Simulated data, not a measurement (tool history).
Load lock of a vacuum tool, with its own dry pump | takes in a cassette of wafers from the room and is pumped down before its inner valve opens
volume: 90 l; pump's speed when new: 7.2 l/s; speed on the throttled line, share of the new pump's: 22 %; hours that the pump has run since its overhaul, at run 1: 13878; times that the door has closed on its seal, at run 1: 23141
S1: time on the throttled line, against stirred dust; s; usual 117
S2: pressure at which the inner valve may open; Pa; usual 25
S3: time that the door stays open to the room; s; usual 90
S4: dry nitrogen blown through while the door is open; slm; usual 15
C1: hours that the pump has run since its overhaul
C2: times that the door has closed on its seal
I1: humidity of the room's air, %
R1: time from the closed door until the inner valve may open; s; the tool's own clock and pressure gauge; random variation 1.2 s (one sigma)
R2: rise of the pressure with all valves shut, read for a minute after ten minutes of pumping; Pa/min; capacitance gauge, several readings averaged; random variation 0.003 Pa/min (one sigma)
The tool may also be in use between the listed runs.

run	hour	S1	S2	S3	S4	C1	C2	I1	R1	R2
1	0	117	25	90	15	13878	23141	42.3	207	0.082
2	461.4	117	25	90	15	14339	23986	46	207.6	0.078
3	883.3	117	25	90	15	14761	24757	47	210.7	0.08
4	1175	117	25	125	15	15053	25291	45.1	210.5	0.084
5	1647.4	117	25	125	15	15525	26156	43.1	209.8	0.093
6	2006.4	117	25	125	7	15884	26812	43.4	206.3	0.093
7	2489.2	192	25	90	15	16367	27696	45.8	262.6	0.085
8	2759.6	182	25	90	15	16638	28191	43.4	257.8	0.083
9	3035.1	182	25	82	15	16913	28695	43.5	257.5	0.083
10	3390.6	117	25	90	15	17268	29345	44.4	211.5	0.084
11	3885.2	117	25	90	15	17763	30250	44.9	211.4	0.092
12	4240.6	117	25	90	15	18119	30900	42.8	211.8	0.088
13	4604.8	117	25	90	15	18483	31567	46.8	212.6	0.094
14	4973	117	25	90	15	18851	32240	48.3	212.5	0.096
15	5441.9	83	26	90	15	19320	33098	43.5	188.4	0.1
16	5688.4	117	20	90	15	19566	33550	44.1	214.5	0.098
17	5909.1	127	20	90	15	19787	33953	46.3	223	0.093
18	6126.2	168	25	90	15	20004	34351	45.1	249.3	0.101
19	6582.5	168	25	90	15	20460	35186	47.4	249.7	0.106
20	7056.3	168	38	185	15	20934	36052	45.8	245.7	0.133
21	7514.8	168	38	185	15	21393	36891	43.9	245.8	0.128
22	7889.6	168	38	185	15	21768	37577	44.9	244.4	0.136
23	8254.5	168	38	185	15	22132	38245	43	243.9	0.132
24	8536.5	131	29	62	16	22414	38761	42.2	224.1	0.096
25	8841.9	131	29	62	16	22720	39319	50.6	222.9	0.117
26	9115.9	71	39	84	16	22994	39821	46	179	0.114
27	9605.9	177	18	30	10	23484	40717	42	265.3	0.102

Forecast each of these 4 alternatives for the next run:
A	9881.2	147	25	202	13	23759	41221	47.5	?	?
B	9881.2	117	44	44	15	23759	41221	40.6	?	?
C	9881.2	177	18	119	10	23759	41221	46.7	?	?
D	9881.2	142	25	90	15	23759	41221	46.9	?	?

run	R1	R2
A	241.3	0.157
B	211.6	0.098
C	268.4	0.134
D	236.9	0.127
Without the tool's hidden state the same runs would have given:
run	R1	R2
A	219.7	0.078
B	190.2	0.021
C	247.6	0.056
D	215.1	0.049
